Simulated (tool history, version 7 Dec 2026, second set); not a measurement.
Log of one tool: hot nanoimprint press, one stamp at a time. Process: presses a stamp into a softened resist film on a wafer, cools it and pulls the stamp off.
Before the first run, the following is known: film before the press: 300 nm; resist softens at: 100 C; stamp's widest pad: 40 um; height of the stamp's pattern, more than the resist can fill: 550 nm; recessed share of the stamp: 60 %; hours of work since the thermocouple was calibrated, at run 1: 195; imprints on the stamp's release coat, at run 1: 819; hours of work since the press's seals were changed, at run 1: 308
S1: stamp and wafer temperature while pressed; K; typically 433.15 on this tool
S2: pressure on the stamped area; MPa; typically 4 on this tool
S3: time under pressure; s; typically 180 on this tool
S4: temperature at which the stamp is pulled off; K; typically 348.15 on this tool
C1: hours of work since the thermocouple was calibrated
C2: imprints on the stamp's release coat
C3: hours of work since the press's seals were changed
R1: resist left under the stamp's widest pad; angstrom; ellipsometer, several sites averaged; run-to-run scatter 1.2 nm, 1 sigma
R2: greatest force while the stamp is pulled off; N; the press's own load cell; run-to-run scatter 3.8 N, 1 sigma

run	hour	S1	S2	S3	S4	C1	C2	C3	R1	R2
1	0	433.15	4	180	348.15	195	819	308	1881	220
2	16.3	433.15	4	180	348.15	207	863	320	1868	216
3	32.3	433.15	4	180	348.15	219	907	331	1882	225
4	47	433.15	4	180	348.15	229	947	342	1897	214
5	58.1	433.15	4.14	180	348.15	237	978	350	1888	225
6	75.7	433.15	4.38	148	350.15	250	1026	362	1932	225
7	84.7	436.15	3.79	276	350.15	256	1050	369	1510	227
8	95.2	433.15	4	266	343.15	264	1079	376	1706	245

Predict the results of run 9:
9	105.2	433.15	3.09	180	348.15	271	1107	384	?	?

Logged for run 9: R1 2058 angstrom, R2 233 N.
Had the tool carried no hidden state, the very same run would have given R1 1960 angstrom, R2 182 N.

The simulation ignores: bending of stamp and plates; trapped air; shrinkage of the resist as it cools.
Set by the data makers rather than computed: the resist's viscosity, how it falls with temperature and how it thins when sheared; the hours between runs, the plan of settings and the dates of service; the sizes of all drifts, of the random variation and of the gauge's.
